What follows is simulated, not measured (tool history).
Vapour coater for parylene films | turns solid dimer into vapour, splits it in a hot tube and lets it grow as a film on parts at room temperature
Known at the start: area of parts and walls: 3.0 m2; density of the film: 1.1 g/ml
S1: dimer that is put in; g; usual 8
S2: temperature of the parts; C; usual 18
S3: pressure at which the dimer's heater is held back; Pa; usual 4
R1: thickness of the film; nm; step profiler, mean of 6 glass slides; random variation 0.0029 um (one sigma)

run,day,S1,S2,S3,R1
1,0,8,18,4,1159
2,0.671,8,18,4,1155
3,1.708,9,18,4,1297
# day 2.05: trap's valve overhauled
4,3.017,9,18,4,1377
5,3.738,8,18,2.27,1290
6,4.454,8,18,5.23,1189
7,5.658,8,18,5.23,1184
8,6.567,8,18,4,1213
9,7.6,8,18,4,1208
10,8.833,3,18,4,451
11,9.442,3,18,4,449
12,10.496,8,18,4,1199
13,11.796,8,26,4,869
14,12.517,8,18,4,1193
15,13.108,8,18,4,1192
16,13.788,13,18,4,1938
17,14.642,13,18,4,1936
18,15.262,8,18,4,1188
19,16.058,8,18,4,1179
20,16.95,8,18,4,1178
21,17.938,8,18,4,1173
22,19.288,14,15,4.12,2309
23,19.946,4,18,2.24,618
# day 20.229: trap's valve overhauled
24,20.708,4,18,2.24,659
25,21.867,4,12,9.53,732
26,23.146,4,12,9.53,728
27,24.417,4,12,9.53,725
28,25.2,5,21,9.53,632
29,26.546,5,21,9.53,630
30,27.625,3,16,4.75,490
31,28.65,3,13,4,562
32,29.704,3,13,4,560
33,31.042,3,13,4,557

Run 34 comes next. What will it give?
34,32.312,7,18,4.37,?

{"run 34": {"R1": 1052}}
Without the tool's hidden state the same run would have given R1 1052 nm.

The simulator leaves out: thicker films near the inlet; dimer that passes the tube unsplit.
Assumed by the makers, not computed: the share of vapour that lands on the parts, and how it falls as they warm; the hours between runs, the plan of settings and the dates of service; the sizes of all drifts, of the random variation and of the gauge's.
